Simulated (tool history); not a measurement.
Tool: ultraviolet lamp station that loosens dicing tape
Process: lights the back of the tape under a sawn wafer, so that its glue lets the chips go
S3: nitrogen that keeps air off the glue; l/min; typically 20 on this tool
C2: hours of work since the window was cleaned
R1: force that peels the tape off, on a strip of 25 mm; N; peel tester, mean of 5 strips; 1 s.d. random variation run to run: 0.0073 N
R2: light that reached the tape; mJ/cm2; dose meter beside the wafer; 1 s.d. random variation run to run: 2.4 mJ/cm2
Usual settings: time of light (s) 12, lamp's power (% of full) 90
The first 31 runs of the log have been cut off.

run 32 hour=1347.1 | time_of_light_(s)=12 lamp's_power_(%_of_full)=74 S3=20 | hours_of_work_of_the_lamp=203 C2=26 | R1=0.416 R2=201
run 33 hour=1387.1 | time_of_light_(s)=12 lamp's_power_(%_of_full)=74 S3=20 | hours_of_work_of_the_lamp=223 C2=47 | R1=0.397 R2=190
run 34 hour=1414.9 | time_of_light_(s)=12 lamp's_power_(%_of_full)=74 S3=20 | hours_of_work_of_the_lamp=238 C2=61 | R1=0.42 R2=195
run 35 hour=1446.1 | time_of_light_(s)=12 lamp's_power_(%_of_full)=75 S3=35 | hours_of_work_of_the_lamp=253 C2=77 | R1=0.312 R2=193
run 36 hour=1483.1 | time_of_light_(s)=12 lamp's_power_(%_of_full)=75 S3=35 | hours_of_work_of_the_lamp=272 C2=96 | R1=0.317 R2=190
run 37 hour=1523.1 | time_of_light_(s)=12 lamp's_power_(%_of_full)=75 S3=35 | hours_of_work_of_the_lamp=293 C2=116 | R1=0.319 R2=186
run 38 hour=1548.3 | time_of_light_(s)=21 lamp's_power_(%_of_full)=75 S3=6 | hours_of_work_of_the_lamp=305 C2=129 | R1=0.375 R2=326
run 39 hour=1572.5 | time_of_light_(s)=21 lamp's_power_(%_of_full)=77 S3=7 | hours_of_work_of_the_lamp=318 C2=141 | R1=0.349 R2=331
run 40 hour=1622.1 | time_of_light_(s)=10 lamp's_power_(%_of_full)=90 S3=6 | hours_of_work_of_the_lamp=343 C2=166 | R1=0.911 R2=180
run 41 hour=1669.3 | time_of_light_(s)=13 lamp's_power_(%_of_full)=71 S3=12 | hours_of_work_of_the_lamp=367 C2=190 | R1=0.632 R2=182
run 42 hour=1704.1 | time_of_light_(s)=12 lamp's_power_(%_of_full)=64 S3=11 | hours_of_work_of_the_lamp=385 C2=208 | R1=0.831 R2=147
run 43 hour=1742.5 | time_of_light_(s)=12 lamp's_power_(%_of_full)=64 S3=20 | hours_of_work_of_the_lamp=404 C2=227 | R1=0.612 R2=146
run 44 hour=1785.2 | time_of_light_(s)=12 lamp's_power_(%_of_full)=72 S3=10 | hours_of_work_of_the_lamp=426 C2=249 | R1=0.813 R2=159

Consider 3 possible next runs. They are alternatives, not a sequence: every one starts from the tool as it was left by run 44. What does each give?
run A hour=1840.6 | time_of_light_(s)=16 lamp's_power_(%_of_full)=92 S3=20 | hours_of_work_of_the_lamp=454 C2=277 | R1=? R2=?
run B hour=1840.6 | time_of_light_(s)=14 lamp's_power_(%_of_full)=75 S3=10 | hours_of_work_of_the_lamp=454 C2=277 | R1=? R2=?
run C hour=1840.6 | time_of_light_(s)=13 lamp's_power_(%_of_full)=96 S3=20 | hours_of_work_of_the_lamp=454 C2=277 | R1=? R2=?

run=A R1=0.255 R2=270
run=B R1=0.619 R2=191
run=C R1=0.336 R2=227
With no hidden state in the tool, these same runs would have given:
run=A R1=0.2 R2=358
run=B R1=0.404 R2=253
run=C R1=0.243 R2=302
